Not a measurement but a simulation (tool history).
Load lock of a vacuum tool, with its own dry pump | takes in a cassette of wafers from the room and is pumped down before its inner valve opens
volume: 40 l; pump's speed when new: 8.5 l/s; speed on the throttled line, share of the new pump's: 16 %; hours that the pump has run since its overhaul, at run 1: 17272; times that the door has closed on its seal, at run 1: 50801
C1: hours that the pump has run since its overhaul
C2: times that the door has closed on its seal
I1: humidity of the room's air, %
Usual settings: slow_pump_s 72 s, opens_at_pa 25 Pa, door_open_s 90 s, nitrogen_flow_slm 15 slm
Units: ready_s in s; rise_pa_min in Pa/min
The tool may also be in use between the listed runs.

Run 1, hour 0.0: usual settings; C1 17272; C2 50801; I1 44.0. Result: ready_s 103.8 s, rise_pa_min 0.349 Pa/min.
At hour 214.7: door's seal changed, seat wiped.
Run 2, hour 523.5: usual settings; C1 17794; C2 908; I1 42.5. Result: ready_s 105.5 s, rise_pa_min 0.066 Pa/min.
Run 3, hour 806.2: usual settings; C1 18076; C2 1740; I1 45.3. Result: ready_s 105.5 s, rise_pa_min 0.066 Pa/min.
Run 4, hour 1076.1: usual settings but door_open_s 131 s; C1 18346; C2 2534; I1 46.8. Result: ready_s 105.7 s, rise_pa_min 0.087 Pa/min.
Run 5, hour 1522.5: usual settings but door_open_s 131 s; C1 18793; C2 3847; I1 48.1. Result: ready_s 104.3 s, rise_pa_min 0.091 Pa/min.
At hour 1676.6: dry pump taken out, an overhauled one fitted.
Run 6, hour 1826.4: usual settings but door_open_s 131 s; C1 150; C2 4723; I1 49.2. Result: ready_s 99.0 s, rise_pa_min 0.091 Pa/min.
Run 7, hour 2115.9: usual settings but door_open_s 66 s; C1 439; C2 5574; I1 44.0. Result: ready_s 99.0 s, rise_pa_min 0.063 Pa/min.
Run 8, hour 2385.1: usual settings; C1 709; C2 6366; I1 45.2. Result: ready_s 100.7 s, rise_pa_min 0.077 Pa/min.
Run 9, hour 2864.0: usual settings; C1 1187; C2 7775; I1 43.2. Result: ready_s 101.4 s, rise_pa_min 0.079 Pa/min.
Run 10, hour 3200.5: usual settings; C1 1524; C2 8765; I1 45.9. Result: ready_s 100.4 s, rise_pa_min 0.085 Pa/min.
Run 11, hour 3757.2: usual settings but door_open_s 36 s; C1 2081; C2 10402; I1 47.1. Result: ready_s 99.8 s, rise_pa_min 0.064 Pa/min.
Run 12, hour 4320.2: usual settings but door_open_s 29 s; C1 2644; C2 12058; I1 43.7. Result: ready_s 100.2 s, rise_pa_min 0.065 Pa/min.
Run 13, hour 4577.8: usual settings but door_open_s 29 s; C1 2901; C2 12816; I1 41.8. Result: ready_s 100.0 s, rise_pa_min 0.062 Pa/min.
Run 14, hour 5050.7: usual settings but door_open_s 80 s, nitrogen_flow_slm 25 slm; C1 3374; C2 14207; I1 45.4. Result: ready_s 100.6 s, rise_pa_min 0.086 Pa/min.
Run 15, hour 5423.7: usual settings but slow_pump_s 135 s, opens_at_pa 29 Pa, door_open_s 80 s, nitrogen_flow_slm 6 slm; C1 3747; C2 15304; I1 42.3. Result: ready_s 151.9 s, rise_pa_min 0.109 Pa/min.
Run 16, hour 5804.7: usual settings but slow_pump_s 51 s, opens_at_pa 31 Pa, door_open_s 28 s, nitrogen_flow_slm 10 slm; C1 4128; C2 16424; I1 49.0. Result: ready_s 82.6 s, rise_pa_min 0.083 Pa/min.
Run 17, hour 6249.0: usual settings but slow_pump_s 51 s, opens_at_pa 31 Pa, door_open_s 28 s, nitrogen_flow_slm 10 slm; C1 4572; C2 17731; I1 44.5. Result: ready_s 82.6 s, rise_pa_min 0.087 Pa/min.
Run 18, hour 6516.8: usual settings but slow_pump_s 49 s, opens_at_pa 34 Pa, door_open_s 221 s; C1 4840; C2 18519; I1 46.0. Result: ready_s 80.7 s, rise_pa_min 0.153 Pa/min.
Run 19, hour 7015.4: usual settings but slow_pump_s 45 s, opens_at_pa 32 Pa, door_open_s 160 s, nitrogen_flow_slm 28 slm; C1 5339; C2 19986; I1 42.3. Result: ready_s 77.5 s, rise_pa_min 0.122 Pa/min.
Run 20, hour 7285.7: usual settings but slow_pump_s 79 s, opens_at_pa 33 Pa, door_open_s 32 s, nitrogen_flow_slm 20 slm; C1 5609; C2 20780; I1 45.8. Result: ready_s 105.1 s, rise_pa_min 0.093 Pa/min.
Run 21, hour 7786.7: usual settings but slow_pump_s 69 s, opens_at_pa 48 Pa; C1 6110; C2 22254; I1 43.2. Result: ready_s 95.4 s, rise_pa_min 0.126 Pa/min.

5 ways to go on from here, each from the tool as it stands after run 21. What would each give?
Run A, hour 8290.8: usual settings but door_open_s 138 s; C1 6614; C2 23737; I1 44.7. Result: ready_s ?, rise_pa_min ?.
Run B, hour 8290.8: usual settings but opens_at_pa 33 Pa, door_open_s 112 s, nitrogen_flow_slm 5 slm; C1 6614; C2 23737; I1 47.9. Result: ready_s ?, rise_pa_min ?.
Run C, hour 8290.8: usual settings but slow_pump_s 69 s, opens_at_pa 48 Pa, door_open_s 100 s, nitrogen_flow_slm 19 slm; C1 6614; C2 23737; I1 44.6. Result: ready_s ?, rise_pa_min ?.
Run D, hour 8290.8: usual settings but slow_pump_s 67 s, door_open_s 43 s; C1 6614; C2 23737; I1 43.7. Result: ready_s ?, rise_pa_min ?.
Run E, hour 8290.8: usual settings but opens_at_pa 33 Pa, door_open_s 46 s, nitrogen_flow_slm 5 slm; C1 6614; C2 23737; I1 43.6. Result: ready_s ?, rise_pa_min ?.

run  ready_s  rise_pa_min
  A    102.1        0.149
  B    101.0        0.168
  C     96.5        0.132
  D     97.6        0.110
  E     99.2        0.132
Without the tool's hidden state the same runs would have given:
run  ready_s  rise_pa_min
  A    100.4        0.075
  B     99.3        0.093
  C     94.9        0.058
  D     95.7        0.036
  E     97.6        0.058

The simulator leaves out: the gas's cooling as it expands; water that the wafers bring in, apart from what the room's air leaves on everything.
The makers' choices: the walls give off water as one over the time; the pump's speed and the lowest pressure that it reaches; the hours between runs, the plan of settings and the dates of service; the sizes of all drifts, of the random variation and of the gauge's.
